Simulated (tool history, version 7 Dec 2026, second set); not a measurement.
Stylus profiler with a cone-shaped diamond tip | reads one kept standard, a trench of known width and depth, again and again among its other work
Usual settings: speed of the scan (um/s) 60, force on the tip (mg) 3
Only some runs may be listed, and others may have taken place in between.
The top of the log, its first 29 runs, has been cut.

run     day  speed of the scan (um/s)  force on the tip (mg)  depth of the trench (angstrom)  width of the trench's floor (µm)
 30  49.642                        18                   2.12                         10141.8                             93.87
 31  51.725                        44                      3                         10180.3                             93.78
 32  53.929                        44                      3                         10180.7                             93.68
 33   55.05                        61                   2.32                         10146.4                             93.57
 34  57.096                        61                   2.32                         10145.5                             93.55
 35  59.538                        65                   7.44                         10336.1                              93.6
 36  60.654                       158                   3.72                         10205.1                             93.31
 37    63.1                       158                   3.72                         10206.9                             93.23
 38  64.996                        40                   4.83                         10246.2                             93.52
 39  66.917                        40                   4.83                         10246.2                             93.51
 40  68.262                        60                   8.08                         10352.5                             93.45
 41  69.712                        60                   8.47                         10364.9                             93.44
 42  71.125                        60                   8.47                         10363.5                             93.38
 43    72.9                        70                   2.67                         10157.6                             93.25
 44  74.662                        70                   2.67                         10158.9                             93.25
 45  75.754                        70                   2.67                         10157.1                             93.24
 46  77.658                        24                   7.34                         10325.6                             93.31

Here are 4 independent what-if runs from the current tool condition. What would each one return?
  A  78.721                        46                   2.65                               ?                                 ?
  B  78.721                        41                   2.26                               ?                                 ?
  C  78.721                        25                   1.52                               ?                                 ?
  D  78.721                        97                   1.07                               ?                                 ?

run  depth of the trench (angstrom)  width of the trench's floor (µm)
  A                         10154.1                             93.22
  B                         10135.6                             93.25
  C                         10099.9                              93.3
  D                         10071.4                             92.91
The same runs, with their run-to-run variation unchanged, on a tool lacking any hidden condition would have given:
run  depth of the trench (angstrom)  width of the trench's floor (µm)
  A                         10175.9                             96.36
  B                         10157.3                             96.39
  C                         10121.6                             96.44
  D                         10092.9                             96.06
